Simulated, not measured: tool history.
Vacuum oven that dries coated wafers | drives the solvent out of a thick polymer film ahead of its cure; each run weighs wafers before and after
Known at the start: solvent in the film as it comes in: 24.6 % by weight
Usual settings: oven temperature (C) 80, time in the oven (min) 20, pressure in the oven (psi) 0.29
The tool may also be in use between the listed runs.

run 1 day=0 | oven_temperature_(C)=80 time_in_the_oven_(min)=20 pressure_in_the_oven_(psi)=0.29 | solvent_left_in_the_film_(%)=3.22
run 2 day=0.879 | oven_temperature_(C)=80 time_in_the_oven_(min)=11 pressure_in_the_oven_(psi)=0.29 | solvent_left_in_the_film_(%)=7.11
run 3 day=1.533 | oven_temperature_(C)=80 time_in_the_oven_(min)=11 pressure_in_the_oven_(psi)=0.29 | solvent_left_in_the_film_(%)=6.97
run 4 day=2.096 | oven_temperature_(C)=80 time_in_the_oven_(min)=12 pressure_in_the_oven_(psi)=0.29 | solvent_left_in_the_film_(%)=6.35
run 5 day=2.946 | oven_temperature_(C)=80 time_in_the_oven_(min)=12 pressure_in_the_oven_(psi)=0.29 | solvent_left_in_the_film_(%)=6.5
run 6 day=3.942 | oven_temperature_(C)=80 time_in_the_oven_(min)=20 pressure_in_the_oven_(psi)=0.451 | solvent_left_in_the_film_(%)=3.49
run 7 day=4.729 | oven_temperature_(C)=80 time_in_the_oven_(min)=20 pressure_in_the_oven_(psi)=0.451 | solvent_left_in_the_film_(%)=3.56
run 8 day=6.004 | oven_temperature_(C)=80 time_in_the_oven_(min)=20 pressure_in_the_oven_(psi)=0.29 | solvent_left_in_the_film_(%)=3.33
run 9 day=6.875 | oven_temperature_(C)=80 time_in_the_oven_(min)=20 pressure_in_the_oven_(psi)=0.674 | solvent_left_in_the_film_(%)=4.03
run 10 day=8.204 | oven_temperature_(C)=80 time_in_the_oven_(min)=20 pressure_in_the_oven_(psi)=0.674 | solvent_left_in_the_film_(%)=4.11
run 11 day=9.542 | oven_temperature_(C)=80 time_in_the_oven_(min)=29 pressure_in_the_oven_(psi)=0.29 | solvent_left_in_the_film_(%)=1.7
run 12 day=10.208 | oven_temperature_(C)=80 time_in_the_oven_(min)=29 pressure_in_the_oven_(psi)=0.29 | solvent_left_in_the_film_(%)=1.78
run 13 day=11.158 | oven_temperature_(C)=80 time_in_the_oven_(min)=29 pressure_in_the_oven_(psi)=0.29 | solvent_left_in_the_film_(%)=1.78
run 14 day=12.075 | oven_temperature_(C)=80 time_in_the_oven_(min)=29 pressure_in_the_oven_(psi)=0.29 | solvent_left_in_the_film_(%)=1.7
run 15 day=13.079 | oven_temperature_(C)=80 time_in_the_oven_(min)=20 pressure_in_the_oven_(psi)=0.29 | solvent_left_in_the_film_(%)=3.26
run 16 day=14.283 | oven_temperature_(C)=80 time_in_the_oven_(min)=20 pressure_in_the_oven_(psi)=0.445 | solvent_left_in_the_film_(%)=3.45
run 17 day=15.375 | oven_temperature_(C)=80 time_in_the_oven_(min)=20 pressure_in_the_oven_(psi)=0.445 | solvent_left_in_the_film_(%)=3.54
run 18 day=16.221 | oven_temperature_(C)=80 time_in_the_oven_(min)=20 pressure_in_the_oven_(psi)=0.445 | solvent_left_in_the_film_(%)=3.53
run 19 day=17.521 | oven_temperature_(C)=75 time_in_the_oven_(min)=20 pressure_in_the_oven_(psi)=0.29 | solvent_left_in_the_film_(%)=4.91
run 20 day=18.638 | oven_temperature_(C)=80 time_in_the_oven_(min)=20 pressure_in_the_oven_(psi)=0.326 | solvent_left_in_the_film_(%)=3.28
run 21 day=19.408 | oven_temperature_(C)=80 time_in_the_oven_(min)=20 pressure_in_the_oven_(psi)=0.326 | solvent_left_in_the_film_(%)=3.32
run 22 day=20.112 | oven_temperature_(C)=80 time_in_the_oven_(min)=20 pressure_in_the_oven_(psi)=0.326 | solvent_left_in_the_film_(%)=3.42
run 23 day=21.383 | oven_temperature_(C)=80 time_in_the_oven_(min)=20 pressure_in_the_oven_(psi)=0.326 | solvent_left_in_the_film_(%)=3.45
run 24 day=22.121 | oven_temperature_(C)=82 time_in_the_oven_(min)=20 pressure_in_the_oven_(psi)=0.284 | solvent_left_in_the_film_(%)=2.69
run 25 day=23.158 | oven_temperature_(C)=84 time_in_the_oven_(min)=20 pressure_in_the_oven_(psi)=0.29 | solvent_left_in_the_film_(%)=2.17
run 26 day=24.033 | oven_temperature_(C)=84 time_in_the_oven_(min)=20 pressure_in_the_oven_(psi)=0.29 | solvent_left_in_the_film_(%)=2.23
run 27 day=25.392 | oven_temperature_(C)=85 time_in_the_oven_(min)=35 pressure_in_the_oven_(psi)=0.641 | solvent_left_in_the_film_(%)=1.45
run 28 day=26.283 | oven_temperature_(C)=85 time_in_the_oven_(min)=35 pressure_in_the_oven_(psi)=0.641 | solvent_left_in_the_film_(%)=1.43
run 29 day=27.475 | oven_temperature_(C)=88 time_in_the_oven_(min)=20 pressure_in_the_oven_(psi)=0.435 | solvent_left_in_the_film_(%)=1.74
run 30 day=28.062 | oven_temperature_(C)=80 time_in_the_oven_(min)=32 pressure_in_the_oven_(psi)=0.37 | solvent_left_in_the_film_(%)=1.57
run 31 day=29.179 | oven_temperature_(C)=80 time_in_the_oven_(min)=32 pressure_in_the_oven_(psi)=0.37 | solvent_left_in_the_film_(%)=1.6
run 32 day=30.079 | oven_temperature_(C)=84 time_in_the_oven_(min)=20 pressure_in_the_oven_(psi)=0.257 | solvent_left_in_the_film_(%)=2.18
run 33 day=31.038 | oven_temperature_(C)=84 time_in_the_oven_(min)=20 pressure_in_the_oven_(psi)=1.007 | solvent_left_in_the_film_(%)=3.56
run 34 day=31.917 | oven_temperature_(C)=80 time_in_the_oven_(min)=14 pressure_in_the_oven_(psi)=0.799 | solvent_left_in_the_film_(%)=6.29
run 35 day=32.575 | oven_temperature_(C)=80 time_in_the_oven_(min)=14 pressure_in_the_oven_(psi)=0.799 | solvent_left_in_the_film_(%)=6.41
run 36 day=33.821 | oven_temperature_(C)=86 time_in_the_oven_(min)=13 pressure_in_the_oven_(psi)=0.157 | solvent_left_in_the_film_(%)=3.76
run 37 day=35.104 | oven_temperature_(C)=79 time_in_the_oven_(min)=31 pressure_in_the_oven_(psi)=0.278 | solvent_left_in_the_film_(%)=1.65
run 38 day=35.717 | oven_temperature_(C)=79 time_in_the_oven_(min)=31 pressure_in_the_oven_(psi)=0.278 | solvent_left_in_the_film_(%)=1.61
run 39 day=36.629 | oven_temperature_(C)=79 time_in_the_oven_(min)=31 pressure_in_the_oven_(psi)=0.927 | solvent_left_in_the_film_(%)=3.17
run 40 day=37.817 | oven_temperature_(C)=80 time_in_the_oven_(min)=20 pressure_in_the_oven_(psi)=0.329 | solvent_left_in_the_film_(%)=3.35
run 41 day=38.554 | oven_temperature_(C)=80 time_in_the_oven_(min)=20 pressure_in_the_oven_(psi)=0.186 | solvent_left_in_the_film_(%)=3.09
run 42 day=39.221 | oven_temperature_(C)=80 time_in_the_oven_(min)=20 pressure_in_the_oven_(psi)=0.186 | solvent_left_in_the_film_(%)=2.96
run 43 day=39.888 | oven_temperature_(C)=92 time_in_the_oven_(min)=21 pressure_in_the_oven_(psi)=0.194 | solvent_left_in_the_film_(%)=0.7
run 44 day=40.617 | oven_temperature_(C)=92 time_in_the_oven_(min)=21 pressure_in_the_oven_(psi)=0.194 | solvent_left_in_the_film_(%)=0.76
run 45 day=41.692 | oven_temperature_(C)=80 time_in_the_oven_(min)=20 pressure_in_the_oven_(psi)=0.338 | solvent_left_in_the_film_(%)=3.37

5 ways to go on from here, each from the tool as it stands after run 45. What would each give?
run A day=42.946 | oven_temperature_(C)=72 time_in_the_oven_(min)=27 pressure_in_the_oven_(psi)=0.338 | solvent_left_in_the_film_(%)=?
run B day=42.946 | oven_temperature_(C)=80 time_in_the_oven_(min)=11 pressure_in_the_oven_(psi)=0.21 | solvent_left_in_the_film_(%)=?
run C day=42.946 | oven_temperature_(C)=92 time_in_the_oven_(min)=20 pressure_in_the_oven_(psi)=0.202 | solvent_left_in_the_film_(%)=?
run D day=42.946 | oven_temperature_(C)=78 time_in_the_oven_(min)=20 pressure_in_the_oven_(psi)=0.445 | solvent_left_in_the_film_(%)=?
run E day=42.946 | oven_temperature_(C)=72 time_in_the_oven_(min)=14 pressure_in_the_oven_(psi)=0.64 | solvent_left_in_the_film_(%)=?

run=A solvent_left_in_the_film_(%)=4.19
run=B solvent_left_in_the_film_(%)=7
run=C solvent_left_in_the_film_(%)=0.92
run=D solvent_left_in_the_film_(%)=4.15
run=E solvent_left_in_the_film_(%)=9.21
Without the tool's hidden state the same runs would have given:
run=A solvent_left_in_the_film_(%)=4.17
run=B solvent_left_in_the_film_(%)=6.97
run=C solvent_left_in_the_film_(%)=0.91
run=D solvent_left_in_the_film_(%)=4.12
run=E solvent_left_in_the_film_(%)=9.17
